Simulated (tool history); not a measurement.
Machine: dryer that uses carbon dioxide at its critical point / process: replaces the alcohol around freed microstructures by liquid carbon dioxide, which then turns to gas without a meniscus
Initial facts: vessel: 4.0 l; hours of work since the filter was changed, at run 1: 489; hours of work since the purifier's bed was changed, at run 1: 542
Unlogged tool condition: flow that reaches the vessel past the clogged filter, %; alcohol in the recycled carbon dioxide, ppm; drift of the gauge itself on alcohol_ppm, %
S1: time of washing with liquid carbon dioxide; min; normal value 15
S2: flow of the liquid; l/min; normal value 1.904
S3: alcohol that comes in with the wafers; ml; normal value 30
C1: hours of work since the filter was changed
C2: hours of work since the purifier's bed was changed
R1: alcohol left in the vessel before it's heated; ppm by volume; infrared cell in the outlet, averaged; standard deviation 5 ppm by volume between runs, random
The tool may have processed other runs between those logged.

run   hour  S1     S2   S3   C1   C2   R1
  1      0  15  1.904   30  489  542   65
  2   20.5  15  1.904   30  502  555   68
  3   42.6  15  1.904   30  515  568   73
  4   59.1  15  1.904   30  525  578   74
  5   88.5  13  1.904   30  543  597  102
  6  109.9  15   1.83   30  556  610   83
  7  135.4  15   1.83   30  572  625   84
  8  155.7  15   1.83   30  585  638   76
     158.5  -- inlet filter changed
  9    183  15   1.83   30   15  654   60
 10    201  15   1.83   30   26  665   64
 11  215.5  15   1.83   30   35  674   60
 12  243.9  15   1.83   30   53  691   70
 13  256.2  15  1.904   30   60  699   62
 14  273.2  15  1.904   30   71  709   61
 15  296.2  12  1.904   30   85  724  111
 16  322.9  12   1.89   30  101  740  104
 17  335.9  17   1.27   30  109  748  129
 18  353.3  17   1.27   30  120  759  145
 19  374.7  17   1.27   30  133  772  134
 20  391.1  17   1.27   30  143  782  141
 21  409.6  17   1.27   30  154  793  149
 22  437.3  17   1.27   30  171  810  143
 23  460.2  17   1.27   30  185  824  150
 24  475.2  17  1.904  107  195  834   80
 25  503.2  17  1.904  107  212  851   87
 26  527.4  10   2.39   27  227  866  101
 27  555.9  10   2.39   27  244  883  100
 28  579.1  15   1.72   76  258  897  156
 29  592.5  10  1.904   30  267  906  215

Each row is a separate what-if for the run after 29, all from the same tool condition, not one after another. Results?
  A  610.1  10   2.85  105  278  916   ?
  B  610.1  13   1.56   29  278  916   ?
  C  610.1  10  1.904   30  278  916   ?

run   R1
  A  127
  B  195
  C  205
Stripped of hidden state, with their random variation kept, the same runs would have yielded:
run   R1
  A   46
  B  102
  C  110
